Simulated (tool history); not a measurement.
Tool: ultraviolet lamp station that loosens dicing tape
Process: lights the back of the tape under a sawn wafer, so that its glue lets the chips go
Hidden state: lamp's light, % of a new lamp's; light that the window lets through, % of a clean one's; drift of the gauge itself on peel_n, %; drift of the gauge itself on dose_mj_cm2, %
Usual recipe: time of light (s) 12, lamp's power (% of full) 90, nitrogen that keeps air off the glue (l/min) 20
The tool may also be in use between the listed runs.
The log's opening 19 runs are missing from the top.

run    hour  time of light (s)  lamp's power (% of full)  nitrogen that keeps air off the glue (l/min)  hours of work of the lamp  hours of work since the window was cleaned  force that peels the tape off (N)  light that reached the tape (mJ/cm2)
 20  1127.3                  7                        90                                            20                        905                                         178                              0.606                                   346
 21  1207.8                 12                        65                                            20                        960                                         234                              0.349                                   427
 22  1278.9                 12                        65                                            20                       1009                                         283                              0.314                                   426
 23  1343.9                 16                        87                                             8                       1054                                         327                              0.193                                   751
 24  1400.8                 16                        61                                            16                       1093                                         367                              0.237                                   527
 25  1463.7                 16                        61                                            16                       1137                                         410                              0.237                                   533
 26  1505.8                 10                        76                                            20                       1166                                         439                              0.362                                   413
 27  1565.5                 23                        89                                            20                       1207                                         480                              0.076                                  1115
 28  1638.2                 11                        86                                            13                       1257                                         531                              0.319                                   512
     1655.3  -- window cleaned of glue's vapour
 29  1673.2                 15                        85                                            39                       1281                                          12                              0.081                                   693
 30  1749.3                 12                        83                                            38                       1333                                          65                              0.109                                   540
 31  1800.7                 15                        83                                            38                       1369                                         100                              0.088                                   677
 32  1869.9                 15                        90                                             9                       1417                                         148                              0.179                                   733
 33  1908.0                 15                        90                                             9                       1443                                         174                              0.195                                   738
 34  1966.3                 15                        90                                             9                       1483                                         215                              0.174                                   732
 35  2022.9                 21                        77                                            34                       1522                                         254                              0.072                                   885
 36  2061.5                 21                        77                                            34                       1549                                         280                              0.083                                   873
 37  2108.2                 21                        77                                            34                       1581                                         312                              0.089                                   871
 38  2144.8                 12                        81                                            20                       1606                                         338                              0.182                                   532
 39  2201.3                  8                        81                                            27                       1645                                         377                              0.419                                   357
 40  2271.3                  8                        81                                            27                       1694                                         425                              0.430                                   353
 41  2344.2                  8                        92                                            30                       1744                                         475                              0.255                                   402
 42  2378.5                  8                        92                                            30                       1768                                         499                              0.255                                   399
     2441.7  -- window cleaned of glue's vapour
 43  2457.1                  8                        92                                            30                       1821                                          11                              0.263                                   398

3 options for the next run, each taken on its own from the tool as it stands now. Forecast them:
  A  2513.3                  6                        90                                            20                       1860                                          49                                  ?                                     ?
  B  2513.3                  8                        92                                            30                       1860                                          49                                  ?                                     ?
  C  2513.3                 12                        92                                            20                       1860                                          49                                  ?                                     ?

run  force that peels the tape off (N)  light that reached the tape (mJ/cm2)
  A                              0.896                                   292
  B                              0.256                                   400
  C                              0.138                                   603
The same runs, with their run-to-run variation unchanged, on a tool lacking any hidden condition would have given:
run  force that peels the tape off (N)  light that reached the tape (mJ/cm2)
  A                              0.891                                   292
  B                              0.255                                   400
  C                              0.137                                   605
